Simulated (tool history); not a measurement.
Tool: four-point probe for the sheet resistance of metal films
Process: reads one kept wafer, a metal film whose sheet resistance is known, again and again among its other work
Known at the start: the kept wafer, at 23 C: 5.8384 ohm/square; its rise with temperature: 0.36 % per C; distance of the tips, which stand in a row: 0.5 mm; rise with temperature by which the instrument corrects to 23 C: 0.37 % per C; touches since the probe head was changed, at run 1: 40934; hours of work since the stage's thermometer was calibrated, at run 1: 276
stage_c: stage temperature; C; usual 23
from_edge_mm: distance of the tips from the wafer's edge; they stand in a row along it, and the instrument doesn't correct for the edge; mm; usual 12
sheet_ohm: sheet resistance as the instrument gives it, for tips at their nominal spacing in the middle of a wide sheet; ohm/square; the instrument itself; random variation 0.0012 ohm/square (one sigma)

run   hour  stage_c  from_edge_mm  touches since the probe head was changed  hours of work since the stage's thermometer was calibrated  sheet_ohm
  1      0       23            12                                     40934                                                         276     5.8856
  2   38.8       23            12                                     41845                                                         295   5.887871
  3   79.2       23            12                                     42794                                                         315   5.887928
  4  102.2       23            12                                     43334                                                         327   5.886948
  5  149.3       23            12                                     44441                                                         351   5.886513
  6  195.4       23            12                                     45525                                                         374   5.888169
  7  235.8       23            12                                     46475                                                         394   5.891072
  8  285.5       23            32                                     47642                                                         419   5.883939
  9  321.1       23            32                                     48480                                                         437   5.883096
 10  373.7       23            12                                     49716                                                         464   5.890264
 11  398.5       23            12                                     50298                                                         476   5.889973
     401.6  -- stage's thermometer calibrated
 12    440       23            21                                     51263                                                          19   5.887298
 13  475.4       23            21                                     52093                                                          37   5.886184
 14  514.4       25            33                                     53011                                                          57   5.885221
 15  559.3       25            33                                     54064                                                          80   5.886142
 16  599.1       25            33                                     55000                                                         100   5.884827
     643.5  -- stage's thermometer calibrated, once more
 17  651.2       23            54                                     56213                                                           4   5.887951
 18  696.7       27            16                                     57282                                                          27   5.889798
 19  739.3       20            22                                     58282                                                          48   5.893996
 20  773.8       20            22                                     59093                                                          66   5.894205
 21    802       20            22                                     59757                                                          80   5.893629
 22    835       22             7                                     60532                                                          97   5.907152
 23  869.9       23            50                                     61353                                                         114   5.893428

3 ways to go on from here, each from the tool as it stands after run 23. What would each give?
  A  917.2       26            12                                     62462                                                         138          ?
  B  917.2       18             7                                     62462                                                         138          ?
  C  917.2       19            48                                     62462                                                         138          ?

run  sheet_ohm
  A   5.896217
  B   5.911112
  C   5.895111
Without the tool's hidden state the same runs would have given:
run  sheet_ohm
  A   5.843262
  B   5.858055
  C   5.842184
